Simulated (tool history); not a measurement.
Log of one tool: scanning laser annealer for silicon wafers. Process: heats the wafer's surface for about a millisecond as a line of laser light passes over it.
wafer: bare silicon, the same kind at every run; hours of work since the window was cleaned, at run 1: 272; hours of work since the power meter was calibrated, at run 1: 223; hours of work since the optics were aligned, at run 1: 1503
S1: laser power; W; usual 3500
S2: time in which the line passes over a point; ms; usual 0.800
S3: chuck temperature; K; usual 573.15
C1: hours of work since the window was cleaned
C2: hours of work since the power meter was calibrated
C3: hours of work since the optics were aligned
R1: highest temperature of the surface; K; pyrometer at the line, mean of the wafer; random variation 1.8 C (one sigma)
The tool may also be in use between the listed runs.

run   hour    S1     S2      S3   C1   C2    C3       R1
  1    0.0  3500  0.800  573.15  272  223  1503  1263.15
  2   11.4  3500  0.800  573.15  277  229  1509  1261.15
  3   17.6  3500  0.800  573.15  280  232  1512  1258.15
  4   23.9  3500  0.800  573.15  284  235  1515  1261.15
  5   35.1  3500  0.800  573.15  289  241  1521  1263.15
  6   44.6  3500  0.564  573.15  294  246  1526  1154.15
  7   52.6  3500  0.564  573.15  298  250  1530  1157.15
  8   64.1  3500  0.800  573.15  304  256  1536  1256.15
  9   69.3  3500  0.800  573.15  307  258  1538  1259.15
 10   75.6  3500  0.800  573.15  310  262  1541  1257.15
 11   81.1  3500  0.800  573.15  313  264  1544  1259.15
 12   90.0  3500  0.800  573.15  317  269  1549  1257.15
 13   99.3  3500  0.800  573.15  322  273  1553  1253.15
 14  109.9  3500  0.800  573.15  327  279  1559  1252.15
 15  116.3  3500  0.800  573.15  330  282  1562  1255.15
 16  128.3  3500  0.800  573.15  336  288  1568  1254.15
 17  139.9  3500  0.800  552.15  342  294  1574  1233.15
     152.6  -- window over the wafer cleaned
 18  153.6  3500  0.593  601.15    1  300  1580  1230.15
 19  158.8  3274  0.800  573.15    3  303  1582  1241.15
 20  164.1  3139  0.713  583.15    6  305  1585  1182.15
 21  172.3  3500  0.645  542.15   10  309  1589  1195.15
 22  179.8  3500  0.645  542.15   14  313  1593  1194.15
 23  186.3  3727  0.900  594.15   17  316  1596  1419.15
 24  193.3  3727  0.900  559.15   21  320  1600  1382.15
 25  198.7  3727  0.900  559.15   23  323  1603  1380.15
 26  208.1  3500  0.740  540.15   28  328  1607  1235.15
 27  216.7  3741  0.872  573.15   32  332  1612  1385.15
 28  225.3  3192  0.961  573.15   37  336  1616  1272.15
 29  232.7  3677  0.601  565.15   41  340  1620  1229.15
 30  237.7  3352  0.800  573.15   43  342  1622  1254.15
 31  243.6  3483  0.927  538.15   46  346  1625  1299.15
 32  254.4  3623  0.691  541.15   52  351  1631  1239.15
 33  259.8  3258  0.699  574.15   54  354  1634  1188.15
 34  264.9  3500  0.816  573.15   57  356  1636  1296.15

5 ways to go on from here, each from the tool as it stands after run 34. What would each give?
  A  275.9  3500  0.737  537.15  62  362  1642   ?
  B  275.9  3500  0.800  570.15  62  362  1642   ?
  C  275.9  3558  0.641  599.15  62  362  1642   ?
  D  275.9  3063  0.711  598.15  62  362  1642   ?
  E  275.9  3648  0.800  573.15  62  362  1642   ?

run       R1
  A  1225.15
  B  1287.15
  C  1258.15
  D  1172.15
  E  1324.15
Without the tool's hidden state the same runs would have given:
run       R1
  A  1259.15
  B  1322.15
  C  1290.15
  D  1200.15
  E  1360.15
